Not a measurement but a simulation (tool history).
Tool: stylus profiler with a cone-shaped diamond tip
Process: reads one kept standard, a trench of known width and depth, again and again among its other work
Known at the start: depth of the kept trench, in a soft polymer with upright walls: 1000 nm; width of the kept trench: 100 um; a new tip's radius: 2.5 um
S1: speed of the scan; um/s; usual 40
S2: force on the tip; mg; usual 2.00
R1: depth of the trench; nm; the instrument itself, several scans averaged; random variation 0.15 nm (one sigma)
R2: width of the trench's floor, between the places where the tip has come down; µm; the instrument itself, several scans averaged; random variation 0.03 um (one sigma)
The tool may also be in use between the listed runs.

run     day  S1    S2       R1     R2
  1   0.000  40  2.00  1004.86  95.93
  2   0.679  13  2.00  1004.59  95.97
  3   1.712  13  2.00  1004.86  96.00
  4   2.512  13  2.00  1004.98  95.93
  5   3.325  13  2.00  1004.70  95.93
  6   4.012  22  2.00  1005.05  95.98
  7   4.546  22  2.00  1004.89  95.95
  8   5.208  21  2.00  1005.05  95.97
  9   5.912  21  2.00  1004.80  95.93
 10   6.858  40  2.00  1004.87  95.93
 11   7.604  88  2.00  1004.66  95.77
 12   8.521  40  1.25  1003.65  95.89
 13   9.058  40  1.25  1003.62  95.85
 14  10.038  38  0.92  1002.76  95.82
 15  11.075  40  1.92  1004.52  95.95
 16  11.742  41  1.87  1004.72  95.90
 17  12.717  35  0.97  1003.05  95.93
 18  13.667  35  0.97  1002.97  95.89

Forecast run 19:
 19  14.192  50  4.80   ?   ?

R1: 1009.04 nm
R2: 95.93 µm
Without the tool's hidden state the same run would have given R1 1009.06 nm, R2 95.94 µm.

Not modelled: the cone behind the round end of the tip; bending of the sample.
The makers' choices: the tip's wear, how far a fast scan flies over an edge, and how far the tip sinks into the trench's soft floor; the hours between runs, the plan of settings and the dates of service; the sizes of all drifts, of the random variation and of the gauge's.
